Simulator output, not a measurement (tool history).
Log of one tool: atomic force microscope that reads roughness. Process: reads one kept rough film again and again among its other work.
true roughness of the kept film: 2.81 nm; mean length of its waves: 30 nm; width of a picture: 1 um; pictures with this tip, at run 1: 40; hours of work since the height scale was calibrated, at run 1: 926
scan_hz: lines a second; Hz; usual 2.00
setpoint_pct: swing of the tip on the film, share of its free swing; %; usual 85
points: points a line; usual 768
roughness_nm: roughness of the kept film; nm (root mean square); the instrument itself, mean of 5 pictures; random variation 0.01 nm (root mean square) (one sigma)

| run | hour | scan_hz | setpoint_pct | points | pictures with this tip | hours of work since the height scale was calibrated | roughness_nm |
|---|---|---|---|---|---|---|---|
| 1 | 0.0 | 2.00 | 85 | 768 | 40 | 926 | 2.312 |
| 2 | 22.8 | 2.00 | 85 | 768 | 84 | 944 | 2.289 |
| 3 | 59.7 | 2.00 | 85 | 768 | 156 | 973 | 2.230 |
| 4 | 78.3 | 2.00 | 85 | 768 | 192 | 988 | 2.203 |
|  | 86.0 | new tip fitted |
| 5 | 108.4 | 2.00 | 85 | 768 | 43 | 1011 | 2.322 |
| 6 | 130.1 | 2.00 | 85 | 518 | 85 | 1028 | 2.307 |
| 7 | 154.4 | 2.00 | 85 | 518 | 132 | 1047 | 2.246 |
| 8 | 184.4 | 2.00 | 85 | 518 | 190 | 1071 | 2.211 |
|  | 193.4 | new tip fitted |
| 9 | 211.0 | 2.00 | 85 | 518 | 34 | 1091 | 2.325 |
| 10 | 235.5 | 2.00 | 85 | 582 | 82 | 1110 | 2.297 |
| 11 | 262.5 | 2.00 | 85 | 582 | 134 | 1132 | 2.247 |
| 12 | 280.6 | 2.00 | 85 | 582 | 169 | 1146 | 2.239 |
|  | 299.6 | new tip fitted |
| 13 | 307.3 | 2.00 | 85 | 582 | 15 | 1166 | 2.367 |
| 14 | 323.2 | 2.00 | 85 | 582 | 45 | 1179 | 2.340 |
| 15 | 355.4 | 2.00 | 85 | 582 | 108 | 1204 | 2.280 |
| 16 | 379.0 | 2.00 | 85 | 582 | 153 | 1223 | 2.240 |
|  | 407.7 | new tip fitted |
| 17 | 412.7 | 2.00 | 85 | 582 | 9 | 1249 | 2.357 |
| 18 | 431.1 | 2.00 | 85 | 582 | 45 | 1263 | 2.322 |
| 19 | 448.6 | 2.00 | 85 | 417 | 79 | 1277 | 2.297 |
| 20 | 472.6 | 2.17 | 79 | 768 | 125 | 1296 | 2.314 |
| 21 | 495.4 | 0.60 | 85 | 768 | 169 | 1314 | 2.409 |
|  | 516.2 | new tip fitted |
| 22 | 522.4 | 2.00 | 73 | 684 | 11 | 1335 | 2.483 |
| 23 | 556.9 | 0.54 | 56 | 273 | 78 | 1362 | 2.542 |
| 24 | 572.6 | 2.00 | 60 | 696 | 109 | 1374 | 2.495 |
| 25 | 588.5 | 2.00 | 60 | 696 | 139 | 1387 | 2.457 |
| 26 | 608.5 | 2.00 | 60 | 696 | 178 | 1402 | 2.412 |
|  | 623.9 | new tip fitted |
| 27 | 639.7 | 2.00 | 60 | 696 | 30 | 1427 | 2.579 |
| 28 | 673.1 | 2.00 | 60 | 696 | 95 | 1453 | 2.519 |
| 29 | 704.8 | 2.00 | 60 | 696 | 156 | 1478 | 2.463 |
|  | 729.8 | new tip fitted |
| 30 | 730.2 | 2.00 | 70 | 716 | 0 | 1497 | 2.525 |
| 31 | 759.3 | 2.00 | 70 | 716 | 57 | 1520 | 2.513 |
| 32 | 786.1 | 2.00 | 82 | 768 | 108 | 1541 | 2.324 |
| 33 | 820.3 | 0.84 | 85 | 982 | 175 | 1568 | 2.416 |
|  | 836.5 | new tip fitted |
| 34 | 845.6 | 0.84 | 85 | 982 | 17 | 1588 | 2.524 |
| 35 | 861.2 | 0.84 | 85 | 982 | 48 | 1600 | 2.490 |

3 ways to go on from here, each from the tool as it stands after run 35. What would each give?
| A | 896.5 | 0.84 | 61 | 710 | 116 | 1628 | ? |
| B | 896.5 | 2.00 | 88 | 768 | 116 | 1628 | ? |
| C | 896.5 | 0.54 | 85 | 768 | 116 | 1628 | ? |

| run | roughness_nm |
|---|---|
| A | 2.527 |
| B | 2.244 |
| C | 2.484 |
Without the tool's hidden state the same runs would have given:
| run | roughness_nm |
|---|---|
| A | 2.596 |
| B | 2.304 |
| C | 2.551 |
